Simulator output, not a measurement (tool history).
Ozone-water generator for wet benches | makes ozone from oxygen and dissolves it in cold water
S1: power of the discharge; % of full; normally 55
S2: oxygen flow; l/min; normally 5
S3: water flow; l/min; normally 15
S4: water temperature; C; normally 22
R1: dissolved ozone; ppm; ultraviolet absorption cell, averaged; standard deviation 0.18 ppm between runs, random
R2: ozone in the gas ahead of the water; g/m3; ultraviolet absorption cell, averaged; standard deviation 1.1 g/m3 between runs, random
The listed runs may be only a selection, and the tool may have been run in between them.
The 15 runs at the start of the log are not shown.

run 16 hour=613.3 | S1=55 S2=5 S3=10 S4=22 | R1=28.6 R2=187.7
run 17 hour=640.6 | S1=46 S2=5 S3=15 S4=22 | R1=19.3 R2=169.2
run 18 hour=689.4 | S1=46 S2=5 S3=10 S4=16 | R1=28.8 R2=169.7
run 19 hour=726.4 | S1=55 S2=7.73 S3=13 S4=24 | R1=21.1 R2=146.7
run 20 hour=764.2 | S1=60 S2=3.45 S3=14 S4=29 | R1=22.2 R2=244.1
run 21 hour=824.6 | S1=60 S2=3.45 S3=11 S4=20 | R1=30.7 R2=246.3
-- hour=846.2 water thermometer calibrated
run 22 hour=859.7 | S1=60 S2=3.45 S3=11 S4=20 | R1=31 R2=242.6
run 23 hour=917.4 | S1=60 S2=3.45 S3=12 S4=25 | R1=26.8 R2=242.6
run 24 hour=954.1 | S1=60 S2=3.45 S3=12 S4=25 | R1=26.4 R2=241.1
run 25 hour=982.7 | S1=60 S2=3.45 S3=12 S4=25 | R1=26.7 R2=241.9
run 26 hour=1021.7 | S1=55 S2=5 S3=15 S4=23 | R1=21.2 R2=185.6
run 27 hour=1082.6 | S1=55 S2=5 S3=12 S4=15 | R1=28.5 R2=187.1
run 28 hour=1118 | S1=55 S2=5 S3=12 S4=15 | R1=28.5 R2=184.1
run 29 hour=1173.2 | S1=67 S2=5 S3=15 S4=20 | R1=24.5 R2=206
run 30 hour=1219.1 | S1=67 S2=5 S3=15 S4=20 | R1=24.5 R2=206.6
run 31 hour=1269.4 | S1=50 S2=5 S3=24 S4=20 | R1=13.3 R2=175
run 32 hour=1315.8 | S1=50 S2=5 S3=13 S4=15 | R1=25.3 R2=174

3 ways to go on from here, each from the tool as it stands after run 32. What would each give?
run A hour=1371 | S1=50 S2=5 S3=20 S4=15 | R1=? R2=?
run B hour=1371 | S1=55 S2=5 S3=9 S4=22 | R1=? R2=?
run C hour=1371 | S1=50 S2=5.63 S3=17 S4=22 | R1=? R2=?

run=A R1=16.9 R2=174.6
run=B R1=29.7 R2=182.9
run=C R1=17.6 R2=161.7
With no hidden state in the tool, these same runs would have given:
run=A R1=20 R2=193.9
run=B R1=34.4 R2=204.7
run=C R1=20.6 R2=179.7
